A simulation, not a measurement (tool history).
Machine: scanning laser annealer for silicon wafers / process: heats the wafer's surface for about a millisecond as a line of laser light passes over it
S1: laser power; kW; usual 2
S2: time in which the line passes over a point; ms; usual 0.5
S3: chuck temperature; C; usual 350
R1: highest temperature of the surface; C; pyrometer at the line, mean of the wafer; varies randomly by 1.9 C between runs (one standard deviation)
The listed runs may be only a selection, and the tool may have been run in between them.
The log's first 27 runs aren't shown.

run,hour,S1,S2,S3,R1
28,305.4,2.024,0.389,343,1046
29,312.6,2.024,0.389,343,1046
30,319.7,2.077,0.397,310,1043
31,332.8,2,0.381,375,1060
32,341.7,1.816,0.425,350,1002
33,348.2,1.964,0.454,323,1068
34,356.7,1.964,0.517,349,1150
35,363.2,2.016,0.354,313,978
36,374.1,2.008,0.354,313,969
37,383.7,2.008,0.354,313,974
38,397.8,2.008,0.354,313,974
39,410.4,2.008,0.354,313,967
40,419.2,2.158,0.471,350,1203

3 options for the next run, each taken on its own from the tool as it stands now. Forecast them:
A,430.3,1.995,0.364,378,?
B,430.3,1.877,0.567,350,?
C,430.3,1.973,0.362,368,?

run,R1
A,1042
B,1152
C,1024
With no hidden state in the tool, these same runs would have given:
run,R1
A,1042
B,1152
C,1025
